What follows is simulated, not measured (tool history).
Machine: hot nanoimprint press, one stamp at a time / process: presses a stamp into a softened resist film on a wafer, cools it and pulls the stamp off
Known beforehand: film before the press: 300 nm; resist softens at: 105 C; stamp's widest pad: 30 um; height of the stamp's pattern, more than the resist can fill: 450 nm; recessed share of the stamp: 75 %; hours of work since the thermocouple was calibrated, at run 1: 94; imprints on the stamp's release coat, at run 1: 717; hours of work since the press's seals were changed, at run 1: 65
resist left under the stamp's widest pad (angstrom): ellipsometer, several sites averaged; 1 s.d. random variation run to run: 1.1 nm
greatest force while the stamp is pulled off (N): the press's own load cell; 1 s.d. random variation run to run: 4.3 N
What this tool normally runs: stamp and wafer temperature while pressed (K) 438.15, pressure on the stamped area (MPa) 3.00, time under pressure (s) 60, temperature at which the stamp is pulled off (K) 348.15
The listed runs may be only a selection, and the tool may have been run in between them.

run   hour  stamp and wafer temperature while pressed (K)  pressure on the stamped area (MPa)  time under pressure (s)  temperature at which the stamp is pulled off (K)  hours of work since the thermocouple was calibrated  imprints on the stamp's release coat  hours of work since the press's seals were changed  resist left under the stamp's widest pad (angstrom)  greatest force while the stamp is pulled off (N)
  1    0.0                                         438.15                                3.00                       60                                            348.15                                                   94                                   717                                                  65                                                 1719                                               248
  2   32.7                                         438.15                                3.00                       60                                            346.15                                                  108                                   791                                                  79                                                 1722                                               259
  3   74.0                                         438.15                                3.00                       60                                            346.15                                                  126                                   885                                                  97                                                 1711                                               262
  4   93.8                                         438.15                                3.00                       60                                            346.15                                                  135                                   929                                                 106                                                 1708                                               252
  5  121.3                                         438.15                                3.00                       60                                            346.15                                                  147                                   992                                                 118                                                 1710                                               271
  6  151.9                                         438.15                                3.00                       60                                            348.15                                                  160                                  1061                                                 131                                                 1714                                               267
  7  184.8                                         438.15                                3.00                       60                                            348.15                                                  175                                  1136                                                 146                                                 1697                                               276
  8  204.5                                         427.15                                3.00                       72                                            348.15                                                  184                                  1180                                                 154                                                 2281                                               279
  9  245.8                                         427.15                                3.00                       40                                            346.15                                                  202                                  1274                                                 172                                                 2522                                               288
     262.1  -- stamp cleaned and given a new release coat
 10  283.5                                         427.15                                3.00                       40                                            346.15                                                  216                                    49                                                 186                                                 2534                                               216
 11  322.2                                         438.15                                3.08                       60                                            348.15                                                  232                                   136                                                 203                                                 1679                                               210
 12  344.2                                         438.15                                3.08                       60                                            348.15                                                  242                                   186                                                 213                                                 1680                                               216
 13  376.0                                         438.15                                3.00                       91                                            339.15                                                  256                                   258                                                 227                                                 1499                                               239

Branching from run 13: 3 alternative next runs. What would each branch give?
  A  416.4                                         440.15                                3.00                       91                                            339.15                                                  274                                   350                                                 244                                                    ?                                                 ?
  B  416.4                                         438.15                                3.00                       80                                            354.15                                                  274                                   350                                                 244                                                    ?                                                 ?
  C  416.4                                         432.15                                3.00                       60                                            348.15                                                  274                                   350                                                 244                                                    ?                                                 ?

run  resist left under the stamp's widest pad (angstrom)  greatest force while the stamp is pulled off (N)
  A                                                 1386                                               236
  B                                                 1541                                               215
  C                                                 2044                                               219
What these runs would have given with no unlogged condition in the tool:
run  resist left under the stamp's widest pad (angstrom)  greatest force while the stamp is pulled off (N)
  A                                                 1406                                               216
  B                                                 1564                                               198
  C                                                 2072                                               201

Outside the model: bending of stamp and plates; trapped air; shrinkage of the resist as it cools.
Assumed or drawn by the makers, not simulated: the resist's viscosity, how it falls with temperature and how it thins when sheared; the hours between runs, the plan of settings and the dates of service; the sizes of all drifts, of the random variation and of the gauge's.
